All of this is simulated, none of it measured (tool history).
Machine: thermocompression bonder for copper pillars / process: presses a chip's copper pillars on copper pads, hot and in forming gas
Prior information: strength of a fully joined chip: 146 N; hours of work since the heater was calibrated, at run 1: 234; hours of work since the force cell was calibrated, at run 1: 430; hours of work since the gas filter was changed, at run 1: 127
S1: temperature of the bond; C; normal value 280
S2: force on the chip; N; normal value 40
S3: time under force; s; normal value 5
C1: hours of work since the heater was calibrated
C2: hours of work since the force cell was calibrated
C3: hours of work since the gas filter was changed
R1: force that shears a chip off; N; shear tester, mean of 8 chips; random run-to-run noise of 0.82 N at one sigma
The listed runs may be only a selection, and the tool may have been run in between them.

run   hour   S1  S2  S3   C1   C2   C3    R1
  1      0  280  40   5  234  430  127  58.2
  2   23.3  280  40   5  251  447  145  58.1
      39.9  -- forming gas filter changed
  3     52  280  40   5  272  468    9  60.5
  4   80.5  280  40   5  293  489   30  60.6
  5  108.9  280  40   5  314  510   51  60.2
  6  123.9  280  40   5  325  522   62  57.6
  7  139.9  280  40   5  337  533   74  57.2
  8  155.5  280  40   5  349  545   86  56.3
  9  172.5  280  40   5  362  558   98  58.5
 10  195.3  280  40   5  379  575  115  56.5
 11  215.9  280  40   5  394  590  131  56.2
 12  236.9  280  40   5  409  606  146  57.1
       250  -- forming gas filter changed
 13  269.3  280  40   5  433  629   14  59.6
 14  286.8  280  40   3  446  642   27  47.5
 15  308.8  303  40   5  462  659   44  79.2
 16  330.4  303  40   5  478  675   60  77.9
 17  351.7  301  30   4  494  690   75    60
 18    365  291  37   4  504  700   85  58.6
     392.9  -- force cell calibrated
 19  396.4  280  29  14  526    3  108  71.1
 20  422.7  253  26   5  546   22  127  28.6
 21  452.8  253  26   5  568   44  149  29.3
     461.8  -- forming gas filter changed
 22  482.9  280  39   4  590   66   16    55
 23  511.4  292  40   6  611   88   37  73.8
 24  527.2  303  44   5  623   99   49  81.5
 25    541  271  42   3  633  110   59  43.1
 26  569.8  277  37   4  655  131   80  47.8
 27  596.9  256  43   5  675  151  100  39.8

Below are 5 alternative next runs, each starting from the tool's condition after run 27. Predict each:
  A  626.7  288  25   6  697  173  122   ?
  B  626.7  268  28  14  697  173  122   ?
  C  626.7  256  28   5  697  173  122   ?
  D  626.7  280  25   3  697  173  122   ?
  E  626.7  297  32   5  697  173  122   ?

run    R1
  A  51.9
  B  56.1
  C  31.8
  D  34.3
  E  61.9
Stripped of hidden state, with their random variation kept, the same runs would have yielded:
run    R1
  A  59.6
  B  64.7
  C  37.2
  D  39.9
  E  70.5

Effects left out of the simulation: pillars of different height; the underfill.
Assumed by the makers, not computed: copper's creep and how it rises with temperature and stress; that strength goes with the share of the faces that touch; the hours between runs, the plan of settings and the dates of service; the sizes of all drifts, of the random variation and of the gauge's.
